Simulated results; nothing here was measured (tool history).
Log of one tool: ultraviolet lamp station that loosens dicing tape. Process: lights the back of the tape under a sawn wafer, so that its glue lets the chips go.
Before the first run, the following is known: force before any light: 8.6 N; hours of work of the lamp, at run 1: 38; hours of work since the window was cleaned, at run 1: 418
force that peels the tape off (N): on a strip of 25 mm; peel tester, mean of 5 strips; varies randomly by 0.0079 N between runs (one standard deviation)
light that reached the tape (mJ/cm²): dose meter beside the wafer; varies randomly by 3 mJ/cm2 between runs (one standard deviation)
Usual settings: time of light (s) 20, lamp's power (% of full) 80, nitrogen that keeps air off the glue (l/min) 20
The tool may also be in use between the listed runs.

run   hour  time of light (s)  lamp's power (% of full)  nitrogen that keeps air off the glue (l/min)  hours of work of the lamp  hours of work since the window was cleaned  force that peels the tape off (N)  light that reached the tape (mJ/cm²)
  1    0.0                 20                        80                                            20                         38                                         418                              0.358                                   408
  2   12.2                 20                        80                                            20                         45                                         425                              0.353                                   408
      21.1  -- window cleaned of glue's vapour
  3   25.6                 20                        80                                            20                         52                                           3                              0.395                                   390
  4   34.7                 20                        80                                            20                         58                                           8                              0.397                                   387
  5   44.2                 20                        80                                            20                         63                                          14                              0.423                                   387
  6   60.2                 20                        80                                            20                         73                                          23                              0.412                                   380
  7   80.9                 26                        80                                            20                         85                                          35                              0.262                                   500
      93.3  -- window cleaned of glue's vapour, once more
  8   99.7                 23                        80                                            20                         96                                           4                              0.250                                   486
  9  111.5                 23                        80                                            20                        103                                          11                              0.248                                   477
 10  124.3                 23                        80                                            20                        110                                          18                              0.268                                   481
 11  138.5                 23                        80                                            20                        119                                          27                              0.270                                   478
 12  159.8                 20                        91                                            20                        131                                          39                              0.271                                   466
 13  175.2                 38                        80                                            20                        140                                          48                              0.150                                   773
 14  190.0                 38                        80                                            20                        149                                          57                              0.156                                   771
 15  201.5                 20                        80                                             8                        156                                          64                              0.846                                   401
 16  212.5                 20                        71                                            20                        162                                          70                              0.506                                   354
 17  222.6                 20                        71                                            20                        168                                          76                              0.499                                   354
 18  236.5                 20                        76                                            24                        176                                          84                              0.370                                   382
 19  250.5                 10                        74                                            17                        185                                          93                              1.994                                   182
 20  259.1                 20                        79                                            14                        190                                          98                              0.558                                   390
 21  271.1                 17                        64                                             7                        197                                         105                              1.829                                   267
 22  282.2                 17                        64                                             7                        203                                         111                              1.906                                   267
 23  293.6                 22                        68                                            20                        210                                         118                              0.458                                   365
 24  311.2                 17                        68                                            20                        220                                         128                              0.862                                   280
 25  322.4                 12                        75                                            33                        227                                         135                              1.024                                   219
 26  339.2                 12                        75                                            33                        237                                         145                              1.027                                   215
 27  360.3                 30                        81                                            13                        249                                         157                              0.255                                   577
 28  375.5                 33                        71                                            11                        258                                         166                              0.305                                   548
 29  392.7                 27                        76                                             9                        268                                         176                              0.509                                   482
 30  408.8                 27                        76                                             9                        278                                         186                              0.519                                   477
 31  419.1                 33                        76                                             9                        284                                         192                              0.332                                   580
 32  432.8                 16                        92                                            17                        292                                         200                              0.633                                   343
 33  452.5                 19                        80                                            25                        304                                         212                              0.425                                   354
 34  467.1                 19                        80                                            25                        312                                         220                              0.447                                   343

Same runs, no hidden state in the tool, same run-to-run variation:
Unlogged tool condition in this case: lamp's light, % of a new lamp's; light that the window lets through, % of a clean one's; drift of the gauge itself on peel_n, %; drift of the gauge itself on dose_mj_cm2, %.
run  force that peels the tape off (N)  light that reached the tape (mJ/cm²)
  1                              0.298                                   445
  2                              0.290                                   447
  3                              0.298                                   445
  4                              0.296                                   443
  5                              0.314                                   444
  6                              0.300                                   439
  7                              0.208                                   582
  8                              0.227                                   513
  9                              0.221                                   506
 10                              0.238                                   513
 11                              0.238                                   512
 12                              0.234                                   504
 13                              0.146                                   840
 14                              0.152                                   843
 15                              0.696                                   440
 16                              0.407                                   391
 17                              0.398                                   392
 18                              0.295                                   425
 19                              1.686                                   204
 20                              0.432                                   438
 21                              1.522                                   301
 22                              1.577                                   302
 23                              0.342                                   414
 24                              0.644                                   321
 25                              0.769                                   252
 26                              0.763                                   249
 27                              0.200                                   673
 28                              0.224                                   644
 29                              0.349                                   571
 30                              0.353                                   569
 31                              0.233                                   693
 32                              0.419                                   412
 33                              0.279                                   428
 34                              0.292                                   418
